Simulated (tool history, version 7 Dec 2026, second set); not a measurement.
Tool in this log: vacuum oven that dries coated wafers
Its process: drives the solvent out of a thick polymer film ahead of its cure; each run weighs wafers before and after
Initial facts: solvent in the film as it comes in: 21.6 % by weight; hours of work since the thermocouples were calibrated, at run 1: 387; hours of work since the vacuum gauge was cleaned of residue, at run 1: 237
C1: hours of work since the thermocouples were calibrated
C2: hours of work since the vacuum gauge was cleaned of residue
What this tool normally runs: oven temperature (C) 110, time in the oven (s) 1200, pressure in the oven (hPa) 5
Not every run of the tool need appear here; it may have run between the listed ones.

{"run": 1, "hour": 0.0, "oven temperature (C)": 110, "time in the oven (s)": 1200, "pressure in the oven (hPa)": 5, "C1": 387, "C2": 237, "solvent left in the film (%)": 3.63}
{"run": 2, "hour": 18.2, "oven temperature (C)": 110, "time in the oven (s)": 1200, "pressure in the oven (hPa)": 5, "C1": 401, "C2": 251, "solvent left in the film (%)": 3.55}
{"run": 3, "hour": 32.8, "oven temperature (C)": 110, "time in the oven (s)": 1200, "pressure in the oven (hPa)": 5, "C1": 413, "C2": 262, "solvent left in the film (%)": 3.62}
{"run": 4, "hour": 50.1, "oven temperature (C)": 110, "time in the oven (s)": 1380, "pressure in the oven (hPa)": 5, "C1": 426, "C2": 275, "solvent left in the film (%)": 2.86}
{"run": 5, "hour": 64.3, "oven temperature (C)": 110, "time in the oven (s)": 1320, "pressure in the oven (hPa)": 5, "C1": 437, "C2": 286, "solvent left in the film (%)": 3.08}
{"run": 6, "hour": 78.6, "oven temperature (C)": 110, "time in the oven (s)": 1320, "pressure in the oven (hPa)": 5, "C1": 448, "C2": 297, "solvent left in the film (%)": 3.03}
{"run": 7, "hour": 89.4, "oven temperature (C)": 110, "time in the oven (s)": 1320, "pressure in the oven (hPa)": 5, "C1": 456, "C2": 305, "solvent left in the film (%)": 3.13}
{"run": 8, "hour": 104.5, "oven temperature (C)": 110, "time in the oven (s)": 2160, "pressure in the oven (hPa)": 5, "C1": 468, "C2": 317, "solvent left in the film (%)": 1.11}
{"run": 9, "hour": 112.7, "oven temperature (C)": 110, "time in the oven (s)": 1200, "pressure in the oven (hPa)": 5, "C1": 474, "C2": 323, "solvent left in the film (%)": 3.58}
{"run": 10, "hour": 128.5, "oven temperature (C)": 110, "time in the oven (s)": 1200, "pressure in the oven (hPa)": 5, "C1": 486, "C2": 335, "solvent left in the film (%)": 3.55}
{"run": 11, "hour": 137.0, "oven temperature (C)": 110, "time in the oven (s)": 1200, "pressure in the oven (hPa)": 5, "C1": 493, "C2": 342, "solvent left in the film (%)": 3.57}
{"run": 12, "hour": 148.8, "oven temperature (C)": 110, "time in the oven (s)": 1380, "pressure in the oven (hPa)": 5, "C1": 502, "C2": 351, "solvent left in the film (%)": 2.83}
{"run": 13, "hour": 166.1, "oven temperature (C)": 122, "time in the oven (s)": 1200, "pressure in the oven (hPa)": 5, "C1": 515, "C2": 364, "solvent left in the film (%)": 0.8}
{"run": 14, "hour": 177.6, "oven temperature (C)": 122, "time in the oven (s)": 1200, "pressure in the oven (hPa)": 5, "C1": 524, "C2": 373, "solvent left in the film (%)": 0.76}
{"run": 15, "hour": 187.2, "oven temperature (C)": 122, "time in the oven (s)": 1200, "pressure in the oven (hPa)": 5, "C1": 531, "C2": 381, "solvent left in the film (%)": 0.8}
{"run": 16, "hour": 195.1, "oven temperature (C)": 122, "time in the oven (s)": 1200, "pressure in the oven (hPa)": 5, "C1": 537, "C2": 387, "solvent left in the film (%)": 0.73}
{"run": 17, "hour": 210.7, "oven temperature (C)": 110, "time in the oven (s)": 1200, "pressure in the oven (hPa)": 5, "C1": 549, "C2": 399, "solvent left in the film (%)": 3.54}
{"run": 18, "hour": 219.0, "oven temperature (C)": 112, "time in the oven (s)": 1200, "pressure in the oven (hPa)": 5, "C1": 556, "C2": 405, "solvent left in the film (%)": 2.91}
{"run": 19, "hour": 237.5, "oven temperature (C)": 110, "time in the oven (s)": 1200, "pressure in the oven (hPa)": 5, "C1": 570, "C2": 419, "solvent left in the film (%)": 3.5}
{"run": 20, "hour": 248.8, "oven temperature (C)": 110, "time in the oven (s)": 1200, "pressure in the oven (hPa)": 5, "C1": 578, "C2": 428, "solvent left in the film (%)": 3.49}
{"hour": 252.2, "done": "oven's thermocouples calibrated"}
{"run": 21, "hour": 262.5, "oven temperature (C)": 110, "time in the oven (s)": 1080, "pressure in the oven (hPa)": 2.77, "C1": 8, "C2": 437, "solvent left in the film (%)": 3.85}
{"run": 22, "hour": 279.4, "oven temperature (C)": 102, "time in the oven (s)": 600, "pressure in the oven (hPa)": 4.41, "C1": 21, "C2": 450, "solvent left in the film (%)": 10.52}
{"hour": 287.5, "done": "oven's thermocouples calibrated, once more"}
{"run": 23, "hour": 288.9, "oven temperature (C)": 116, "time in the oven (s)": 900, "pressure in the oven (hPa)": 9.48, "C1": 1, "C2": 456, "solvent left in the film (%)": 3.46}
{"run": 24, "hour": 299.9, "oven temperature (C)": 116, "time in the oven (s)": 900, "pressure in the oven (hPa)": 9.48, "C1": 10, "C2": 464, "solvent left in the film (%)": 3.38}
{"run": 25, "hour": 308.2, "oven temperature (C)": 116, "time in the oven (s)": 900, "pressure in the oven (hPa)": 9.48, "C1": 16, "C2": 470, "solvent left in the film (%)": 3.48}
{"run": 26, "hour": 325.4, "oven temperature (C)": 110, "time in the oven (s)": 1200, "pressure in the oven (hPa)": 18.24, "C1": 29, "C2": 484, "solvent left in the film (%)": 4.11}
{"run": 27, "hour": 338.3, "oven temperature (C)": 110, "time in the oven (s)": 1860, "pressure in the oven (hPa)": 12.6, "C1": 39, "C2": 494, "solvent left in the film (%)": 1.9}
{"run": 28, "hour": 350.8, "oven temperature (C)": 103, "time in the oven (s)": 1380, "pressure in the oven (hPa)": 3.07, "C1": 49, "C2": 503, "solvent left in the film (%)": 5.38}
{"run": 29, "hour": 366.3, "oven temperature (C)": 98, "time in the oven (s)": 1380, "pressure in the oven (hPa)": 7.99, "C1": 61, "C2": 515, "solvent left in the film (%)": 7.73}
{"run": 30, "hour": 380.4, "oven temperature (C)": 119, "time in the oven (s)": 960, "pressure in the oven (hPa)": 4.81, "C1": 71, "C2": 526, "solvent left in the film (%)": 2.11}
{"run": 31, "hour": 393.7, "oven temperature (C)": 110, "time in the oven (s)": 720, "pressure in the oven (hPa)": 5, "C1": 82, "C2": 536, "solvent left in the film (%)": 6.81}
{"run": 32, "hour": 405.3, "oven temperature (C)": 110, "time in the oven (s)": 1980, "pressure in the oven (hPa)": 5, "C1": 90, "C2": 545, "solvent left in the film (%)": 1.37}
{"run": 33, "hour": 412.8, "oven temperature (C)": 110, "time in the oven (s)": 1980, "pressure in the oven (hPa)": 5, "C1": 96, "C2": 551, "solvent left in the film (%)": 1.4}
{"run": 34, "hour": 429.7, "oven temperature (C)": 97, "time in the oven (s)": 1080, "pressure in the oven (hPa)": 4.34, "C1": 109, "C2": 564, "solvent left in the film (%)": 9.23}
{"run": 35, "hour": 445.9, "oven temperature (C)": 97, "time in the oven (s)": 1080, "pressure in the oven (hPa)": 4.34, "C1": 122, "C2": 576, "solvent left in the film (%)": 9.37}
{"run": 36, "hour": 458.9, "oven temperature (C)": 122, "time in the oven (s)": 1140, "pressure in the oven (hPa)": 7.3, "C1": 132, "C2": 586, "solvent left in the film (%)": 0.93}
{"run": 37, "hour": 472.6, "oven temperature (C)": 112, "time in the oven (s)": 1500, "pressure in the oven (hPa)": 4.9, "C1": 142, "C2": 597, "solvent left in the film (%)": 1.9}
{"run": 38, "hour": 491.0, "oven temperature (C)": 112, "time in the oven (s)": 900, "pressure in the oven (hPa)": 17.81, "C1": 156, "C2": 611, "solvent left in the film (%)": 4.89}

Each row is a separate what-if for the run after 38, all from the same tool condition, not one after another. Results?
{"run": "A", "hour": 501.7, "oven temperature (C)": 112, "time in the oven (s)": 1440, "pressure in the oven (hPa)": 3.96, "C1": 165, "C2": 619, "solvent left in the film (%)": "?"}
{"run": "B", "hour": 501.7, "oven temperature (C)": 99, "time in the oven (s)": 1320, "pressure in the oven (hPa)": 4.2, "C1": 165, "C2": 619, "solvent left in the film (%)": "?"}
{"run": "C", "hour": 501.7, "oven temperature (C)": 112, "time in the oven (s)": 1200, "pressure in the oven (hPa)": 5, "C1": 165, "C2": 619, "solvent left in the film (%)": "?"}
{"run": "D", "hour": 501.7, "oven temperature (C)": 119, "time in the oven (s)": 1620, "pressure in the oven (hPa)": 5, "C1": 165, "C2": 619, "solvent left in the film (%)": "?"}
{"run": "E", "hour": 501.7, "oven temperature (C)": 107, "time in the oven (s)": 1200, "pressure in the oven (hPa)": 5.42, "C1": 165, "C2": 619, "solvent left in the film (%)": "?"}

run=A solvent_left_in_the_film_(%)=2.09
run=B solvent_left_in_the_film_(%)=7.26
run=C solvent_left_in_the_film_(%)=2.97
run=D solvent_left_in_the_film_(%)=0.57
run=E solvent_left_in_the_film_(%)=4.75
With no hidden state in the tool, these same runs would have given:
run=A solvent_left_in_the_film_(%)=2.27
run=B solvent_left_in_the_film_(%)=7.55
run=C solvent_left_in_the_film_(%)=3.19
run=D solvent_left_in_the_film_(%)=0.62
run=E solvent_left_in_the_film_(%)=5.02

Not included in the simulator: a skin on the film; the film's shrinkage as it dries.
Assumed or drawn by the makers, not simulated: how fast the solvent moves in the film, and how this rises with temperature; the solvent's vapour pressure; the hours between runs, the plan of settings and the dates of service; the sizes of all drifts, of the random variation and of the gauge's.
